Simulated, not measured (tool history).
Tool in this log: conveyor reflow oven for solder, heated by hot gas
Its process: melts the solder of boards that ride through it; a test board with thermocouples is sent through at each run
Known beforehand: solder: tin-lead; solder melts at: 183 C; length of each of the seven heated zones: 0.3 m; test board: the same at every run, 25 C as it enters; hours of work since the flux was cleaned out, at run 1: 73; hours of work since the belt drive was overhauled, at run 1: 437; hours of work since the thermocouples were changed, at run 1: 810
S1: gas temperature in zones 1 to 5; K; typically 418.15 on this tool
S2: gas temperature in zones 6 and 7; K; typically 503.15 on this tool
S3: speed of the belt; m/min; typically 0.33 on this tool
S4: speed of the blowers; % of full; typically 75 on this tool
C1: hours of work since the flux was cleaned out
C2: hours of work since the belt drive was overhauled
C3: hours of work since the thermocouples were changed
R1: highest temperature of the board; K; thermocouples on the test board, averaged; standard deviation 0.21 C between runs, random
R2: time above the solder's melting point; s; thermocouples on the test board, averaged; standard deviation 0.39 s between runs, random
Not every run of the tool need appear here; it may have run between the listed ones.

run,hour,S1,S2,S3,S4,C1,C2,C3,R1,R2
1,0,418.15,503.15,0.33,75,73,437,810,491.85,87.1
2,28.7,418.15,503.15,0.33,75,87,451,823,491.25,87.1
3,51.6,418.15,503.15,0.33,75,97,461,834,491.25,87.2
4,74.7,418.15,503.15,0.33,75,108,472,844,491.05,87.2
5,106.1,418.15,503.15,0.33,75,122,487,859,491.15,87.3
6,127.1,418.15,503.15,0.33,75,132,496,869,491.25,88
7,161.6,418.15,503.15,0.33,75,148,512,885,491.05,87.8
8,189.9,418.15,503.15,0.33,75,161,525,898,490.95,87
9,218.3,418.15,503.15,0.33,75,174,539,911,490.95,87.7
10,241.5,418.15,503.15,0.33,75,185,549,922,491.25,87.7
11,266.7,418.15,513.15,0.33,75,197,561,933,499.35,95.1
12,295.5,418.15,513.15,0.33,75,210,574,947,499.15,95.3
13,329.4,418.15,513.15,0.33,75,226,590,962,499.35,95.6
14,349.4,418.15,513.15,0.33,75,235,599,972,499.25,94.9
15,365.9,418.15,503.15,0.33,81,243,607,979,492.35,88.4
16,396.8,407.15,493.15,0.293,53,257,621,994,477.25,68.7
17,415.7,427.15,493.15,0.337,65,266,630,1002,480.75,77.3
18,440.9,427.15,503.15,0.337,68,278,642,1014,490.25,89.8
19,464.4,418.15,499.15,0.289,75,289,653,1025,491.05,100.5
# hour 470.7: belt drive overhauled, speed set with a stopwatch
20,489.8,418.15,499.15,0.289,75,299,9,1035,490.75,101.6
21,520.1,418.15,499.15,0.289,75,313,23,1049,491.25,101.6
# hour 533.1: belt drive overhauled, speed set with a stopwatch, once more
22,551.6,418.15,503.15,0.318,75,325,9,1062,491.05,89.1
23,567.3,418.15,505.15,0.345,75,333,16,1069,490.35,80.8
24,587,416.15,505.15,0.301,75,342,25,1078,494.55,96.8
25,606.1,418.15,517.15,0.33,75,351,34,1087,501.55,95.9
26,638.8,418.15,517.15,0.323,75,366,49,1102,502.55,98.6
# hour 644.9: thermocouples of zones 6 and 7 changed
27,655,418.15,517.15,0.323,75,372,56,5,498.95,95.1

Below are 3 alternative next runs, each starting from the tool's condition after run 27. Predict each:
A,684.3,432.15,503.15,0.33,75,386,69,18,?,?
B,684.3,418.15,501.15,0.33,52,386,69,18,?,?
C,684.3,418.15,503.15,0.37,75,386,69,18,?,?

run,R1,R2
A,489.05,93.3
B,477.55,63.9
C,482.85,66.4
Take away the tool's hidden state, keep each run's random variation, and the runs would have read:
run,R1,R2
A,490.95,95.4
B,479.45,67.7
C,485.35,70
